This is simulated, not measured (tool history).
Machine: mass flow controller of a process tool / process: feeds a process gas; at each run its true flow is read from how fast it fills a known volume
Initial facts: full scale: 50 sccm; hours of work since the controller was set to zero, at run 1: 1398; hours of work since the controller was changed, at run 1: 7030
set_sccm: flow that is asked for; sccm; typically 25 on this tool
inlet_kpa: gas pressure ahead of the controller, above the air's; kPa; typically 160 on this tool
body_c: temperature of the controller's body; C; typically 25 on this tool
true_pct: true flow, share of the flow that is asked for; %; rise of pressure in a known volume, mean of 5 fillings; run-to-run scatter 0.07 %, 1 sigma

run,hour,set_sccm,inlet_kpa,body_c,hours of work since the controller was set to zero,hours of work since the controller was changed,true_pct
1,0,25,160,25,1398,7030,95.57
2,189.8,25,160,25,1529,7161,95.37
3,443.1,25,160,25,1704,7336,95.36
4,728.5,25,160,25,1901,7533,95.33
5,996.6,25,160,25,2086,7718,95.12
6,1146.4,25,160,25,2189,7821,95.11
7,1363,25,160,29,2339,7971,94.75
8,1578.6,25,255,25,2487,8119,95.56
9,1734.9,25,255,25,2595,8227,95.5
# hour 1756.3: controller's zero set anew
10,1906.2,9,160,25,103,8345,91.65
11,2157.7,25,160,25,277,8519,94.3
12,2420.6,25,155,25,459,8700,94.09
# hour 2455.5: controller's zero set anew, once more
13,2682.8,25,229,22,157,8881,95.74
14,2914.2,25,269,29,317,9041,95.7
15,3042.1,13,160,25,405,9129,94.06
16,3256.7,13,160,25,553,9277,94.1
17,3460.1,26,160,34,693,9417,94.51
18,3605.8,9,152,31,794,9518,93.18
19,3785.3,9,152,31,918,9642,93.07
20,3998.1,50,144,25,1065,9789,95.9
21,4126.7,50,144,25,1153,9877,95.64
22,4393.5,6,160,22,1338,10062,92.24

Difference, measured minus no-hidden-state, one row per run. Run-to-run variation is common to both terms; the gauge's own scatter need not be:
The tool's hidden condition here consists of: flow at rest that the sensor doesn't see, % of full scale; true flow over the shown one, %; drift of the gauge itself on true_pct, %.
run,true_pct
1,-3
2,-3.08
3,-3.2
4,-3.32
5,-3.43
6,-3.49
7,-3.6
8,-3.68
9,-3.76
10,-6.03
11,-4.26
12,-4.38
13,-3.41
14,-3.51
15,-3.74
16,-3.86
17,-3.73
18,-4.31
19,-4.45
20,-3.8
21,-3.84
22,-5.53
